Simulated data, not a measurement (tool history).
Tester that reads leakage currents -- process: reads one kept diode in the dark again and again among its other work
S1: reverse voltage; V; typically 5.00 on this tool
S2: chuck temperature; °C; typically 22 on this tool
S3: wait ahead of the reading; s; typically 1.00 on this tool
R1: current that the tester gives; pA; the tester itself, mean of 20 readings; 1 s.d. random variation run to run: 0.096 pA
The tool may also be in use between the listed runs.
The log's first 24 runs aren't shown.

run 25 hour=4948.0 | S1=5.00 S2=47 S3=0.75 | R1=229.14
-- hour=5047.8 probe card cleaned and baked
run 26 hour=5155.3 | S1=4.19 S2=24 S3=1.00 | R1=29.65
run 27 hour=5398.8 | S1=5.00 S2=34 S3=3.20 | R1=77.07
run 28 hour=5612.3 | S1=5.00 S2=34 S3=3.20 | R1=78.66
run 29 hour=5831.5 | S1=1.23 S2=22 S3=1.00 | R1=12.56
run 30 hour=5988.5 | S1=1.23 S2=22 S3=1.00 | R1=12.74
run 31 hour=6159.5 | S1=18.46 S2=33 S3=4.35 | R1=163.42
run 32 hour=6304.0 | S1=5.00 S2=32 S3=2.84 | R1=69.21
run 33 hour=6439.8 | S1=5.84 S2=41 S3=1.00 | R1=162.69
run 34 hour=6586.4 | S1=17.02 S2=40 S3=1.00 | R1=285.61
run 35 hour=6741.3 | S1=17.02 S2=40 S3=1.00 | R1=287.22
run 36 hour=7001.4 | S1=17.02 S2=40 S3=1.00 | R1=291.99
run 37 hour=7131.8 | S1=10.84 S2=51 S3=1.00 | R1=519.54
run 38 hour=7304.3 | S1=10.84 S2=51 S3=1.00 | R1=521.65
run 39 hour=7448.5 | S1=1.44 S2=55 S3=5.22 | R1=216.73
run 40 hour=7668.9 | S1=5.00 S2=22 S3=2.34 | R1=33.94

Forecast each of these 3 alternatives for the next run:
run A hour=7823.6 | S1=5.00 S2=22 S3=4.53 | R1=?
run B hour=7823.6 | S1=9.12 S2=30 S3=1.00 | R1=?
run C hour=7823.6 | S1=3.35 S2=22 S3=0.75 | R1=?

run=A R1=34.35
run=B R1=96.74
run=C R1=28.17
Had the tool no hidden state, the same runs would have come out as:
run=A R1=25.66
run=B R1=77.74
run=C R1=21.92
